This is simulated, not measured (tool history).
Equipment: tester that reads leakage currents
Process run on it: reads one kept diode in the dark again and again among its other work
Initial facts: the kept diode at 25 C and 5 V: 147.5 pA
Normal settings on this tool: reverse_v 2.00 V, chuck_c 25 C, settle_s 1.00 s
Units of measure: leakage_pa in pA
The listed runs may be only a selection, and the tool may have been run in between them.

run 1 hour=0.0 | reverse_v=2.00 chuck_c=25 settle_s=1.00 | leakage_pa=96.45
run 2 hour=65.0 | reverse_v=1.85 chuck_c=25 settle_s=1.00 | leakage_pa=92.73
run 3 hour=127.2 | reverse_v=2.00 chuck_c=25 settle_s=1.00 | leakage_pa=97.45
run 4 hour=189.3 | reverse_v=2.00 chuck_c=25 settle_s=1.00 | leakage_pa=97.53
run 5 hour=258.8 | reverse_v=2.00 chuck_c=25 settle_s=1.00 | leakage_pa=98.21
run 6 hour=317.8 | reverse_v=2.00 chuck_c=25 settle_s=1.00 | leakage_pa=98.89
run 7 hour=391.4 | reverse_v=2.00 chuck_c=25 settle_s=1.00 | leakage_pa=98.96
run 8 hour=460.1 | reverse_v=2.00 chuck_c=25 settle_s=1.00 | leakage_pa=99.80
run 9 hour=545.4 | reverse_v=2.00 chuck_c=25 settle_s=1.00 | leakage_pa=100.14
run 10 hour=628.9 | reverse_v=2.00 chuck_c=25 settle_s=1.00 | leakage_pa=100.36
run 11 hour=710.2 | reverse_v=2.00 chuck_c=25 settle_s=1.00 | leakage_pa=101.26
run 12 hour=762.3 | reverse_v=2.00 chuck_c=25 settle_s=1.00 | leakage_pa=102.17
-- hour=771.5 chuck's temperature calibrated
run 13 hour=840.7 | reverse_v=2.00 chuck_c=25 settle_s=1.00 | leakage_pa=96.50
run 14 hour=901.0 | reverse_v=3.84 chuck_c=25 settle_s=1.00 | leakage_pa=138.82
run 15 hour=991.4 | reverse_v=2.00 chuck_c=25 settle_s=1.00 | leakage_pa=97.83
run 16 hour=1082.2 | reverse_v=2.00 chuck_c=25 settle_s=1.00 | leakage_pa=98.57
run 17 hour=1123.3 | reverse_v=4.40 chuck_c=53 settle_s=0.35 | leakage_pa=1568.28
run 18 hour=1174.3 | reverse_v=19.70 chuck_c=53 settle_s=0.35 | leakage_pa=3512.50
run 19 hour=1258.1 | reverse_v=1.07 chuck_c=25 settle_s=0.77 | leakage_pa=70.64
run 20 hour=1343.7 | reverse_v=4.76 chuck_c=25 settle_s=1.00 | leakage_pa=162.06
run 21 hour=1387.1 | reverse_v=6.72 chuck_c=35 settle_s=0.81 | leakage_pa=462.10
run 22 hour=1453.4 | reverse_v=4.78 chuck_c=35 settle_s=0.48 | leakage_pa=387.79
run 23 hour=1490.8 | reverse_v=5.50 chuck_c=42 settle_s=7.95 | leakage_pa=748.52
-- hour=1561.4 probe card cleaned and baked
run 24 hour=1574.6 | reverse_v=5.50 chuck_c=32 settle_s=3.83 | leakage_pa=309.30
run 25 hour=1664.3 | reverse_v=5.50 chuck_c=32 settle_s=3.83 | leakage_pa=310.31
run 26 hour=1709.5 | reverse_v=2.00 chuck_c=47 settle_s=8.54 | leakage_pa=654.15
run 27 hour=1791.1 | reverse_v=2.00 chuck_c=47 settle_s=8.54 | leakage_pa=658.15
run 28 hour=1857.9 | reverse_v=2.00 chuck_c=43 settle_s=1.00 | leakage_pa=473.47
run 29 hour=1939.1 | reverse_v=1.89 chuck_c=43 settle_s=2.06 | leakage_pa=465.30
run 30 hour=1998.3 | reverse_v=1.11 chuck_c=28 settle_s=1.00 | leakage_pa=95.08
run 31 hour=2036.5 | reverse_v=15.52 chuck_c=32 settle_s=1.08 | leakage_pa=555.13
-- hour=2066.5 chuck's temperature calibrated
run 32 hour=2090.6 | reverse_v=2.00 chuck_c=27 settle_s=1.10 | leakage_pa=114.06

3 ways to go on from here, each from the tool as it stands after run 32. What would each give?
run A hour=2129.5 | reverse_v=3.76 chuck_c=30 settle_s=6.88 | leakage_pa=?
run B hour=2129.5 | reverse_v=2.00 chuck_c=27 settle_s=0.31 | leakage_pa=?
run C hour=2129.5 | reverse_v=6.68 chuck_c=25 settle_s=1.00 | leakage_pa=?

run=A leakage_pa=209.35
run=B leakage_pa=115.06
run=C leakage_pa=182.06
What these runs would have given with no unlogged condition in the tool:
run=A leakage_pa=202.44
run=B leakage_pa=111.30
run=C leakage_pa=173.98
